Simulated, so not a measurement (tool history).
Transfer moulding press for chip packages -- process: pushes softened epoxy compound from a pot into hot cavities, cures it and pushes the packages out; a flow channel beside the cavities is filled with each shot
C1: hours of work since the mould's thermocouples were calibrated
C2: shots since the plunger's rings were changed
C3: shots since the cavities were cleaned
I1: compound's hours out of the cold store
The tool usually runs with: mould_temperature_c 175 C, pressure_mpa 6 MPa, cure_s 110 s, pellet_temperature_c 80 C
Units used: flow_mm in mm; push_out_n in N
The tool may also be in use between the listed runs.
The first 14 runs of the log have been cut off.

{"hour": 157.3, "done": "cavities cleaned with cleaning compound and waxed"}
{"run": 15, "hour": 168.4, "mould_temperature_c": 175, "pressure_mpa": 5.33, "cure_s": 110, "pellet_temperature_c": 80, "C1": 269, "C2": 588, "C3": 101, "I1": 31, "flow_mm": 510, "push_out_n": 734}
{"run": 16, "hour": 177.7, "mould_temperature_c": 175, "pressure_mpa": 5.33, "cure_s": 110, "pellet_temperature_c": 80, "C1": 274, "C2": 672, "C3": 185, "I1": 36.8, "flow_mm": 501, "push_out_n": 778}
{"run": 17, "hour": 191.8, "mould_temperature_c": 173, "pressure_mpa": 5.33, "cure_s": 110, "pellet_temperature_c": 80, "C1": 281, "C2": 801, "C3": 314, "I1": 45.7, "flow_mm": 498, "push_out_n": 970}
{"run": 18, "hour": 200.8, "mould_temperature_c": 173, "pressure_mpa": 5.33, "cure_s": 110, "pellet_temperature_c": 80, "C1": 285, "C2": 884, "C3": 397, "I1": 23.6, "flow_mm": 521, "push_out_n": 1014}
{"run": 19, "hour": 211.4, "mould_temperature_c": 175, "pressure_mpa": 5.77, "cure_s": 110, "pellet_temperature_c": 81, "C1": 291, "C2": 980, "C3": 493, "I1": 23.8, "flow_mm": 537, "push_out_n": 930}
{"run": 20, "hour": 226.9, "mould_temperature_c": 175, "pressure_mpa": 5.77, "cure_s": 110, "pellet_temperature_c": 81, "C1": 299, "C2": 1122, "C3": 635, "I1": 26.7, "flow_mm": 527, "push_out_n": 934}
{"run": 21, "hour": 241.1, "mould_temperature_c": 175, "pressure_mpa": 7.42, "cure_s": 97, "pellet_temperature_c": 72, "C1": 306, "C2": 1251, "C3": 764, "I1": 10, "flow_mm": 619, "push_out_n": 1418}
{"run": 22, "hour": 251.0, "mould_temperature_c": 175, "pressure_mpa": 7.42, "cure_s": 97, "pellet_temperature_c": 72, "C1": 311, "C2": 1342, "C3": 855, "I1": 26.7, "flow_mm": 604, "push_out_n": 1402}
{"run": 23, "hour": 258.6, "mould_temperature_c": 172, "pressure_mpa": 7.42, "cure_s": 107, "pellet_temperature_c": 72, "C1": 315, "C2": 1411, "C3": 924, "I1": 44, "flow_mm": 591, "push_out_n": 1303}
{"run": 24, "hour": 272.5, "mould_temperature_c": 175, "pressure_mpa": 5.59, "cure_s": 110, "pellet_temperature_c": 82, "C1": 322, "C2": 1538, "C3": 1051, "I1": 32.9, "flow_mm": 516, "push_out_n": 1022}
{"run": 25, "hour": 279.3, "mould_temperature_c": 170, "pressure_mpa": 6, "cure_s": 148, "pellet_temperature_c": 80, "C1": 325, "C2": 1600, "C3": 1113, "I1": 16, "flow_mm": 566, "push_out_n": 874}
{"hour": 283.2, "done": "cavities cleaned with cleaning compound and waxed"}
{"run": 26, "hour": 296.3, "mould_temperature_c": 173, "pressure_mpa": 6.22, "cure_s": 121, "pellet_temperature_c": 78, "C1": 333, "C2": 1741, "C3": 119, "I1": 15.5, "flow_mm": 570, "push_out_n": 713}
{"run": 27, "hour": 311.7, "mould_temperature_c": 173, "pressure_mpa": 6.22, "cure_s": 121, "pellet_temperature_c": 78, "C1": 341, "C2": 1882, "C3": 260, "I1": 15.3, "flow_mm": 563, "push_out_n": 800}
{"run": 28, "hour": 322.1, "mould_temperature_c": 183, "pressure_mpa": 4.73, "cure_s": 148, "pellet_temperature_c": 72, "C1": 346, "C2": 1977, "C3": 355, "I1": 39.4, "flow_mm": 450, "push_out_n": 599}
{"run": 29, "hour": 330.0, "mould_temperature_c": 179, "pressure_mpa": 5.9, "cure_s": 148, "pellet_temperature_c": 89, "C1": 350, "C2": 2050, "C3": 428, "I1": 25.5, "flow_mm": 527, "push_out_n": 624}
{"run": 30, "hour": 340.1, "mould_temperature_c": 175, "pressure_mpa": 4.62, "cure_s": 110, "pellet_temperature_c": 78, "C1": 355, "C2": 2141, "C3": 519, "I1": 34.7, "flow_mm": 464, "push_out_n": 903}

Branching from run 30: 3 alternative next runs. What would each branch give?
{"run": "A", "hour": 346.6, "mould_temperature_c": 175, "pressure_mpa": 6.32, "cure_s": 113, "pellet_temperature_c": 90, "C1": 358, "C2": 2201, "C3": 579, "I1": 46.6, "flow_mm": "?", "push_out_n": "?"}
{"run": "B", "hour": 346.6, "mould_temperature_c": 172, "pressure_mpa": 4.88, "cure_s": 110, "pellet_temperature_c": 78, "C1": 358, "C2": 2201, "C3": 579, "I1": 21.9, "flow_mm": "?", "push_out_n": "?"}
{"run": "C", "hour": 346.6, "mould_temperature_c": 175, "pressure_mpa": 4.62, "cure_s": 110, "pellet_temperature_c": 83, "C1": 358, "C2": 2201, "C3": 579, "I1": 40.1, "flow_mm": "?", "push_out_n": "?"}

run=A flow_mm=537 push_out_n=841
run=B flow_mm=497 push_out_n=1192
run=C flow_mm=466 push_out_n=931
Without the tool's unlogged condition, the same runs would have read:
run=A flow_mm=545 push_out_n=570
run=B flow_mm=505 push_out_n=805
run=C flow_mm=472 push_out_n=633
